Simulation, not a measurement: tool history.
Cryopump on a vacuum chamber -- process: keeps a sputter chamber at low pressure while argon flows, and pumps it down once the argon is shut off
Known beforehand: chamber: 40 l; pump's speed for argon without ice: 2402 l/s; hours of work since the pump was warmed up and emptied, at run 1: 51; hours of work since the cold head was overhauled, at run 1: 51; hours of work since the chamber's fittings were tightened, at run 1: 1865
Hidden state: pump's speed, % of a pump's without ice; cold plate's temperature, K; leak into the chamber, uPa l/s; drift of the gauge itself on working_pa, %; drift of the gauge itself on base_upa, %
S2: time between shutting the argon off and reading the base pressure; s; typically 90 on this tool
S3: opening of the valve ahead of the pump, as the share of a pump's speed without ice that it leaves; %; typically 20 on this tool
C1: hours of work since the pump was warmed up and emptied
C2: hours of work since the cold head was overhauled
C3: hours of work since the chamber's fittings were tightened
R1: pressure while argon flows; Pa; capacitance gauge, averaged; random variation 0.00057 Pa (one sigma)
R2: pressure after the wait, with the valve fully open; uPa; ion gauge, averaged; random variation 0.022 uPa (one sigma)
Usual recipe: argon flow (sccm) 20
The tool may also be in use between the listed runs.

{"run": 1, "hour": 0.0, "argon flow (sccm)": 20, "S2": 90, "S3": 20, "C1": 51, "C2": 51, "C3": 1865, "R1": 0.0716, "R2": 1.26}
{"run": 2, "hour": 26.1, "argon flow (sccm)": 20, "S2": 35, "S3": 20, "C1": 74, "C2": 74, "C3": 1888, "R1": 0.0704, "R2": 1.97}
{"run": 3, "hour": 51.8, "argon flow (sccm)": 28, "S2": 90, "S3": 20, "C1": 97, "C2": 97, "C3": 1911, "R1": 0.0995, "R2": 1.35}
{"run": 4, "hour": 73.9, "argon flow (sccm)": 20, "S2": 90, "S3": 27, "C1": 117, "C2": 117, "C3": 1931, "R1": 0.0532, "R2": 1.34}
{"run": 5, "hour": 96.5, "argon flow (sccm)": 20, "S2": 90, "S3": 27, "C1": 137, "C2": 137, "C3": 1952, "R1": 0.0531, "R2": 1.35}
{"run": 6, "hour": 123.7, "argon flow (sccm)": 20, "S2": 90, "S3": 27, "C1": 161, "C2": 161, "C3": 1976, "R1": 0.0537, "R2": 1.4}
{"run": 7, "hour": 149.5, "argon flow (sccm)": 20, "S2": 90, "S3": 27, "C1": 185, "C2": 185, "C3": 1999, "R1": 0.0535, "R2": 1.37}
{"run": 8, "hour": 179.8, "argon flow (sccm)": 20, "S2": 90, "S3": 27, "C1": 212, "C2": 212, "C3": 2026, "R1": 0.0538, "R2": 1.39}
{"run": 9, "hour": 207.5, "argon flow (sccm)": 12, "S2": 90, "S3": 17, "C1": 237, "C2": 237, "C3": 2051, "R1": 0.0517, "R2": 1.41}
{"run": 10, "hour": 225.8, "argon flow (sccm)": 12, "S2": 90, "S3": 17, "C1": 253, "C2": 253, "C3": 2067, "R1": 0.0506, "R2": 1.42}
{"run": 11, "hour": 250.4, "argon flow (sccm)": 12, "S2": 90, "S3": 17, "C1": 275, "C2": 275, "C3": 2090, "R1": 0.0503, "R2": 1.5}

Branching from run 11: 3 alternative next runs. What would each branch give?
{"run": "A", "hour": 267.9, "argon flow (sccm)": 21, "S2": 90, "S3": 20, "C1": 291, "C2": 291, "C3": 2105, "R1": "?", "R2": "?"}
{"run": "B", "hour": 267.9, "argon flow (sccm)": 14, "S2": 90, "S3": 19, "C1": 291, "C2": 291, "C3": 2105, "R1": "?", "R2": "?"}
{"run": "C", "hour": 267.9, "argon flow (sccm)": 21, "S2": 80, "S3": 16, "C1": 291, "C2": 291, "C3": 2105, "R1": "?", "R2": "?"}

run=A R1=0.077 R2=1.42
run=B R1=0.0538 R2=1.46
run=C R1=0.0956 R2=1.52
With no hidden state in the tool, these same runs would have given:
run=A R1=0.0743 R2=0.55
run=B R1=0.052 R2=0.56
run=C R1=0.0928 R2=0.61
